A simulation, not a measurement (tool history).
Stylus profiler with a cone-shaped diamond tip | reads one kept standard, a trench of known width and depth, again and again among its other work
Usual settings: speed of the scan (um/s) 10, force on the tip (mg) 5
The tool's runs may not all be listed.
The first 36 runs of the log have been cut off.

| run | hour | speed of the scan (um/s) | force on the tip (mg) | depth of the trench (Å) | width of the trench's floor (um) |
|---|---|---|---|---|---|
| 37 | 2386.1 | 7 | 4.18 | 10126 | 92.18 |
| 38 | 2454.1 | 15 | 1.99 | 10069.6 | 91.96 |
| 39 | 2495.2 | 3 | 6.82 | 10171.1 | 92 |
| 40 | 2550.4 | 3 | 7.74 | 10193.9 | 91.92 |
| 41 | 2619.7 | 12 | 2.6 | 10083.5 | 91.76 |
| 42 | 2676.4 | 17 | 3.77 | 10113.2 | 91.7 |
| 43 | 2768.3 | 17 | 3.77 | 10109 | 91.58 |
| 44 | 2836.6 | 32 | 3.1 | 10097.5 | 91.39 |
| 45 | 2894.1 | 32 | 3.1 | 10091.2 | 91.31 |

Alternative continuations, all from the tool just after run 45; predict every row:
| A | 2983.6 | 5 | 8.85 | ? | ? |
| B | 2983.6 | 3 | 8.37 | ? | ? |
| C | 2983.6 | 7 | 9.47 | ? | ? |
| D | 2983.6 | 12 | 10.25 | ? | ? |

| run | depth of the trench (Å) | width of the trench's floor (um) |
|---|---|---|
| A | 10206.4 | 91.28 |
| B | 10196.4 | 91.31 |
| C | 10220.9 | 91.31 |
| D | 10232.1 | 91.28 |
What these runs would have given with no unlogged condition in the tool:
| run | depth of the trench (Å) | width of the trench's floor (um) |
|---|---|---|
| A | 10226.7 | 93.98 |
| B | 10216.7 | 94.01 |
| C | 10241.3 | 94.01 |
| D | 10252.5 | 93.98 |
